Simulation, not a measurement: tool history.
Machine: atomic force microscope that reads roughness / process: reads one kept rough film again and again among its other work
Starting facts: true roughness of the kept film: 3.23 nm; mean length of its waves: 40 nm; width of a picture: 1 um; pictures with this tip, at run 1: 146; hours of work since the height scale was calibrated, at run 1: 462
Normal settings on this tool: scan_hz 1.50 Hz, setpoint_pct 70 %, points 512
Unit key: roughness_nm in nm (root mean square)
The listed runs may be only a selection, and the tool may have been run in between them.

run,hour,scan_hz,setpoint_pct,points,pictures with this tip,hours of work since the height scale was calibrated,roughness_nm
1,0.0,1.50,70,512,146,462,2.708
2,21.1,1.50,67,512,165,471,2.700
3,36.8,1.50,67,512,180,477,2.679
4,52.4,1.50,70,330,194,484,2.630
# hour 60.0: new tip fitted
5,74.7,1.50,70,330,14,493,2.934
6,101.1,1.50,70,512,38,504,2.903
7,116.5,0.58,70,512,52,510,2.973
8,143.7,0.58,70,512,78,521,2.923
9,170.9,0.58,70,512,103,533,2.876
10,185.9,0.58,70,512,117,539,2.866
11,212.6,0.58,70,512,142,550,2.794
12,231.5,0.58,70,512,159,558,2.786
13,249.1,0.58,70,512,176,565,2.754
# hour 276.5: new tip fitted
14,276.5,0.95,70,512,0,576,3.037
15,287.8,0.95,70,512,10,581,2.995
16,301.9,1.50,70,755,23,587,2.948
17,323.3,1.50,70,755,43,596,2.887
18,338.8,1.50,70,755,57,602,2.909
19,364.0,1.50,70,755,81,612,2.840
20,391.3,1.50,70,512,106,624,2.789
21,415.8,1.50,67,512,129,634,2.770
22,433.3,0.95,67,512,145,641,2.773
23,450.7,0.95,67,512,161,648,2.729
24,475.0,1.68,70,512,184,658,2.642
# hour 495.3: new tip fitted
25,495.3,1.68,70,512,0,667,2.976
26,516.8,1.19,70,512,20,676,2.989
27,542.8,1.19,70,512,45,686,2.930
28,560.6,1.19,76,714,61,694,2.850
29,579.8,1.19,76,714,79,702,2.826
30,594.6,1.50,80,606,93,708,2.734
31,622.8,0.68,89,778,119,719,2.737
32,646.8,3.72,70,293,141,729,2.585
33,673.0,0.55,70,614,166,740,2.770
34,687.8,0.55,70,614,179,746,2.756
# hour 711.6: new tip fitted
35,715.5,0.55,70,614,4,758,3.063
36,740.5,1.50,84,512,27,768,2.799
37,756.6,2.08,78,491,42,775,2.760
38,772.0,1.50,61,512,56,781,2.931
39,794.4,1.50,76,512,77,790,2.780
40,811.0,1.50,76,512,92,797,2.787
41,832.2,1.50,76,512,112,806,2.729
42,856.3,1.50,76,512,134,816,2.695
43,876.8,1.50,76,512,153,824,2.678
44,895.6,1.50,76,512,171,832,2.641
45,913.8,1.50,76,512,188,840,2.622
# hour 928.6: new tip fitted
46,931.4,1.50,76,512,3,847,2.918
47,954.8,1.50,76,512,24,857,2.869
48,981.7,3.08,71,319,50,868,2.745
49,995.5,2.48,84,839,62,873,2.608
50,1014.9,2.31,67,512,80,881,2.808
51,1039.1,2.27,87,344,103,891,2.528
52,1065.7,0.65,70,512,127,903,2.820
53,1083.7,1.32,70,998,144,910,2.774

For some of the steps in roughness_nm from one run to the next: how much would appear even if the tool had no hidden state, given the settings, what came in and random variation, and how much remains for the hidden state plus any gauge scatter that the measured result and the result without hidden state don't share?
Unlogged tool condition in this case: radius of the tip, nm; height scale over the true one, %; drift of the gauge itself on roughness_nm, %.
Run 4 -> 5: new tip fitted. roughness_nm +0.304 nm (root mean square): hidden state +0.314, all else -0.010.
Run 13 -> 14: scan_hz 0.58 -> 0.95, new tip fitted. roughness_nm +0.283 nm (root mean square): hidden state +0.329, all else -0.046.
Run 24 -> 25: new tip fitted. roughness_nm +0.334 nm (root mean square): hidden state +0.330, all else +0.004.
Run 34 -> 35: new tip fitted. roughness_nm +0.307 nm (root mean square): hidden state +0.319, all else -0.012.
